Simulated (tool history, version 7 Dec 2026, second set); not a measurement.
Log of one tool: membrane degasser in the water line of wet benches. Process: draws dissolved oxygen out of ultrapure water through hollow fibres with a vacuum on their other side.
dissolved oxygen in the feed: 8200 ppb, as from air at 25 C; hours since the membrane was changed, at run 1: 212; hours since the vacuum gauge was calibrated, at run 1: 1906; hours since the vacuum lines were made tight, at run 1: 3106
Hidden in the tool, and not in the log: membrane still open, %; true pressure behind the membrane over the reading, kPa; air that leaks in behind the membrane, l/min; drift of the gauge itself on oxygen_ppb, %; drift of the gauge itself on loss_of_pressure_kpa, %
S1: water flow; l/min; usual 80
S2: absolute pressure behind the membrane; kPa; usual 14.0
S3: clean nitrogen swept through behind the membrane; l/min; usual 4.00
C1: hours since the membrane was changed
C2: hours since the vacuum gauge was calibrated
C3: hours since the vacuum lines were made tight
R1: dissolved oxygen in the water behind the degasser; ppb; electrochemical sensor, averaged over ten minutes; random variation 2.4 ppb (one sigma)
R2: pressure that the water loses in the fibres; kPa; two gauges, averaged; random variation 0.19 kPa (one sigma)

Run 1, hour 0.0: usual settings; C1 212; C2 1906; C3 3106. Result: R1 479.9 ppb, R2 37.79 kPa.
Run 2, hour 38.0: usual settings; C1 250; C2 1944; C3 3144. Result: R1 479.1 ppb, R2 38.00 kPa.
Run 3, hour 81.3: usual settings; C1 294; C2 1987; C3 3187. Result: R1 480.3 ppb, R2 38.04 kPa.
Run 4, hour 107.6: usual settings; C1 320; C2 2013; C3 3214. Result: R1 485.0 ppb, R2 37.97 kPa.
Run 5, hour 126.8: usual settings but S3 6.33 l/min; C1 339; C2 2032; C3 3233. Result: R1 330.3 ppb, R2 37.64 kPa.
Run 6, hour 155.0: usual settings but S1 61 l/min; C1 367; C2 2061; C3 3261. Result: R1 367.8 ppb, R2 29.08 kPa.
Run 7, hour 182.8: usual settings but S1 61 l/min; C1 395; C2 2088; C3 3289. Result: R1 370.7 ppb, R2 29.10 kPa.
Run 8, hour 203.6: usual settings but S2 11.4 kPa; C1 416; C2 2109; C3 3310. Result: R1 376.7 ppb, R2 37.87 kPa.
Run 9, hour 249.6: usual settings but S2 11.4 kPa; C1 462; C2 2155; C3 3356. Result: R1 380.1 ppb, R2 37.84 kPa.
Run 10, hour 280.1: usual settings but S2 11.4 kPa; C1 492; C2 2186; C3 3386. Result: R1 380.5 ppb, R2 37.95 kPa.
Run 11, hour 312.2: usual settings but S2 11.4 kPa; C1 525; C2 2218; C3 3418. Result: R1 378.9 ppb, R2 38.18 kPa.
Run 12, hour 351.0: usual settings; C1 563; C2 2257; C3 3457. Result: R1 487.4 ppb, R2 38.08 kPa.
Run 13, hour 397.2: usual settings but S1 53 l/min; C1 610; C2 2303; C3 3503. Result: R1 326.9 ppb, R2 25.32 kPa.
Run 14, hour 416.0: usual settings but S1 73 l/min; C1 628; C2 2322; C3 3522. Result: R1 443.8 ppb, R2 34.71 kPa.
Run 15, hour 451.2: usual settings but S1 73 l/min; C1 664; C2 2357; C3 3557. Result: R1 444.2 ppb, R2 34.60 kPa.
Run 16, hour 483.6: usual settings but S1 73 l/min; C1 696; C2 2389; C3 3590. Result: R1 445.0 ppb, R2 34.54 kPa.
Run 17, hour 520.0: usual settings but S1 75 l/min, S2 28.0 kPa, S3 3.43 l/min; C1 732; C2 2426; C3 3626. Result: R1 1083.5 ppb, R2 35.83 kPa.
Run 18, hour 551.2: usual settings but S1 67 l/min, S2 13.9 kPa, S3 1.86 l/min; C1 764; C2 2457; C3 3657. Result: R1 756.4 ppb, R2 31.65 kPa.
Run 19, hour 595.9: usual settings but S1 64 l/min, S2 25.1 kPa, S3 2.08 l/min; C1 808; C2 2502; C3 3702. Result: R1 1264.6 ppb, R2 30.31 kPa.
Run 20, hour 627.1: usual settings but S1 64 l/min, S2 25.1 kPa, S3 2.08 l/min; C1 839; C2 2533; C3 3733. Result: R1 1264.6 ppb, R2 30.17 kPa.
Run 21, hour 650.8: usual settings but S1 64 l/min, S2 25.1 kPa, S3 2.08 l/min; C1 863; C2 2556; C3 3757. Result: R1 1266.7 ppb, R2 30.30 kPa.
Run 22, hour 690.4: usual settings but S1 112 l/min, S2 25.9 kPa, S3 3.09 l/min; C1 903; C2 2596; C3 3796. Result: R1 1541.7 ppb, R2 53.13 kPa.
Run 23, hour 726.6: usual settings but S1 49 l/min, S2 25.9 kPa, S3 3.09 l/min; C1 939; C2 2632; C3 3833. Result: R1 771.7 ppb, R2 23.22 kPa.
Run 24, hour 760.0: usual settings but S1 55 l/min, S2 20.9 kPa, S3 4.69 l/min; C1 972; C2 2666; C3 3866. Result: R1 471.6 ppb, R2 25.98 kPa.
Run 25, hour 790.8: usual settings but S1 93 l/min; C1 1003; C2 2696; C3 3897. Result: R1 579.4 ppb, R2 43.79 kPa.
Run 26, hour 811.9: usual settings but S2 20.2 kPa, S3 7.59 l/min; C1 1024; C2 2717; C3 3918. Result: R1 439.6 ppb, R2 37.74 kPa.
Run 27, hour 832.8: usual settings but S2 20.2 kPa, S3 7.59 l/min; C1 1045; C2 2738; C3 3939. Result: R1 436.5 ppb, R2 38.09 kPa.
Run 28, hour 870.8: usual settings but S1 65 l/min, S2 11.3 kPa; C1 1083; C2 2776; C3 3977. Result: R1 305.3 ppb, R2 31.04 kPa.
At hour 882.5: gauge calibrated.
Run 29, hour 896.9: usual settings but S1 65 l/min, S2 11.3 kPa; C1 1109; C2 2803; C3 4003. Result: R1 298.2 ppb, R2 31.01 kPa.
Run 30, hour 940.7: usual settings but S1 65 l/min, S2 11.3 kPa; C1 1153; C2 2846; C3 4047. Result: R1 297.5 ppb, R2 30.87 kPa.
Run 31, hour 962.7: usual settings but S1 65 l/min, S2 11.3 kPa; C1 1175; C2 2868; C3 4069. Result: R1 300.2 ppb, R2 30.85 kPa.

Measured less the same run without the tool's hidden state. The same run-to-run variation is in both; the gauge's scatter may not be:
run     R1
  1   +0.2
  2   +0.7
  3   +1.4
  4   +1.8
  5   +1.4
  6   +1.9
  7   +2.2
  8   +2.5
  9   +3.1
 10   +3.5
 11   +3.8
 12   +5.5
 13   +4.1
 14   +5.9
 15   +6.4
 16   +6.8
 17  +17.6
 18  +13.1
 19  +23.4
 20  +24.6
 21  +25.6
 22  +33.0
 23  +17.4
 24  +11.2
 25  +14.3
 26  +11.0
 27  +11.3
 28   +8.3
 29   +0.3
 30   +0.7
 31   +0.9
R2: within 0.01 kPa of the measured result in every run.

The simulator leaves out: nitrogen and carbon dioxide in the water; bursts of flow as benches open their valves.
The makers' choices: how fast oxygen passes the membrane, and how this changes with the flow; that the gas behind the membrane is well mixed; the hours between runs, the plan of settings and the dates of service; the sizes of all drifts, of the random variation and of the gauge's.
